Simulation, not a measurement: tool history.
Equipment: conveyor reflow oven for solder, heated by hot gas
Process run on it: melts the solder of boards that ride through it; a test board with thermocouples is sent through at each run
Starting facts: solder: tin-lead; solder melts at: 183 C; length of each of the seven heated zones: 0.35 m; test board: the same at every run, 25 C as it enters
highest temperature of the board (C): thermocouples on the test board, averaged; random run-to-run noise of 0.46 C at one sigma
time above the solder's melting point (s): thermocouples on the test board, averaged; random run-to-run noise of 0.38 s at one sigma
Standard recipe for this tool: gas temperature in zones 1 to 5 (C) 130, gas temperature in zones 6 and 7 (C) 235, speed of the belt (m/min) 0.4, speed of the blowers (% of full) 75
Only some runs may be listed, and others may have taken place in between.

run	hour	gas temperature in zones 1 to 5 (C)	gas temperature in zones 6 and 7 (C)	speed of the belt (m/min)	speed of the blowers (% of full)	highest temperature of the board (C)	time above the solder's melting point (s)
1	0.0	130	235	0.4	75	220.8	80.9
2	6.9	130	235	0.4	75	221.1	80.5
3	10.8	130	235	0.4	75	221.3	81.5
4	18.5	130	235	0.4	75	221.7	81.9
5	23.3	130	235	0.4	75	220.8	80.5
6	28.3	130	235	0.4	75	220.6	81.4

Run 7, settings as shown, results not yet in. Your forecast:
# hour 34.1: flux residue cleaned out of gas plates and filters
7	40.6	130	235	0.4	75	?	?

Run 7 yielded highest temperature of the board (C) 221.4, time above the solder's melting point (s) 80.5.
With no hidden state in the tool, this same run would have given highest temperature of the board (C) 223.2, time above the solder's melting point (s) 81.6.
